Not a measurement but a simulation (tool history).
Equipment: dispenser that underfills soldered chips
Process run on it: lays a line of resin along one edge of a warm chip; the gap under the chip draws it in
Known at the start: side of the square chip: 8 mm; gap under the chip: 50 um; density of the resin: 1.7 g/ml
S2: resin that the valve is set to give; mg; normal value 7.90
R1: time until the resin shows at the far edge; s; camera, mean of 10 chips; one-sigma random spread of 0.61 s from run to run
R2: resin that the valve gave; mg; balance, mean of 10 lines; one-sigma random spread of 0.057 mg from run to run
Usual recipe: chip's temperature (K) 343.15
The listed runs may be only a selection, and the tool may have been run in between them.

run 1 hour=0.0 | chip's_temperature_(K)=343.15 S2=7.90 | R1=98.1 R2=7.72
-- hour=2.5 new syringe of resin
run 2 hour=9.0 | chip's_temperature_(K)=343.15 S2=7.90 | R1=75.5 R2=7.73
-- hour=16.2 new syringe of resin
run 3 hour=23.2 | chip's_temperature_(K)=343.15 S2=7.90 | R1=77.2 R2=7.64
-- hour=30.2 new syringe of resin
run 4 hour=33.7 | chip's_temperature_(K)=343.15 S2=7.90 | R1=64.7 R2=7.62
-- hour=43.7 new syringe of resin
run 5 hour=43.7 | chip's_temperature_(K)=343.15 S2=7.90 | R1=55.9 R2=7.53
run 6 hour=54.4 | chip's_temperature_(K)=343.15 S2=7.90 | R1=94.0 R2=7.52
-- hour=58.0 new syringe of resin
run 7 hour=67.9 | chip's_temperature_(K)=343.15 S2=7.90 | R1=91.1 R2=7.32
-- hour=72.2 new syringe of resin
run 8 hour=75.9 | chip's_temperature_(K)=343.15 S2=8.02 | R1=66.1 R2=7.38
-- hour=85.6 new syringe of resin
run 9 hour=88.5 | chip's_temperature_(K)=343.15 S2=8.27 | R1=62.6 R2=7.69
-- hour=99.6 new syringe of resin
run 10 hour=99.6 | chip's_temperature_(K)=343.15 S2=8.27 | R1=55.3 R2=7.59
run 11 hour=108.9 | chip's_temperature_(K)=343.15 S2=7.90 | R1=89.9 R2=7.18
-- hour=112.9 dispensing valve cleaned and set on the balance
-- hour=114.3 new syringe of resin
run 12 hour=122.4 | chip's_temperature_(K)=343.15 S2=7.90 | R1=81.8 R2=7.87
-- hour=127.8 new syringe of resin
run 13 hour=132.2 | chip's_temperature_(K)=343.15 S2=7.90 | R1=68.4 R2=7.81
run 14 hour=139.5 | chip's_temperature_(K)=343.15 S2=7.90 | R1=98.5 R2=7.75
-- hour=142.0 new syringe of resin
run 15 hour=148.8 | chip's_temperature_(K)=335.15 S2=6.70 | R1=105.9 R2=6.56
-- hour=155.9 new syringe of resin
run 16 hour=160.7 | chip's_temperature_(K)=336.15 S2=9.80 | R1=82.9 R2=9.61
run 17 hour=166.4 | chip's_temperature_(K)=340.15 S2=7.87 | R1=101.3 R2=7.68
-- hour=170.0 new syringe of resin
run 18 hour=177.7 | chip's_temperature_(K)=340.15 S2=7.68 | R1=90.6 R2=7.45
-- hour=183.6 new syringe of resin
run 19 hour=190.5 | chip's_temperature_(K)=340.15 S2=7.68 | R1=87.0 R2=7.38
-- hour=197.1 new syringe of resin
run 20 hour=204.2 | chip's_temperature_(K)=355.15 S2=7.74 | R1=54.7 R2=7.47
-- hour=210.5 new syringe of resin
run 21 hour=212.7 | chip's_temperature_(K)=355.15 S2=7.74 | R1=43.0 R2=7.44
run 22 hour=218.9 | chip's_temperature_(K)=353.15 S2=6.80 | R1=65.4 R2=6.44

Forecast each of these 3 alternatives for the next run:
-- hour=224.8 new syringe of resin
run A hour=232.9 | chip's_temperature_(K)=352.15 S2=9.46 | R1=? R2=?
-- hour=224.8 new syringe of resin
run B hour=232.9 | chip's_temperature_(K)=329.15 S2=9.87 | R1=? R2=?
-- hour=224.8 new syringe of resin
run C hour=232.9 | chip's_temperature_(K)=333.15 S2=6.99 | R1=? R2=?

run=A R1=62.4 R2=8.86
run=B R1=130.5 R2=9.29
run=C R1=124.6 R2=6.49
The same runs, with their run-to-run variation unchanged, on a tool lacking any hidden condition would have given:
run=A R1=39.5 R2=9.44
run=B R1=82.3 R2=9.90
run=C R1=77.4 R2=6.92
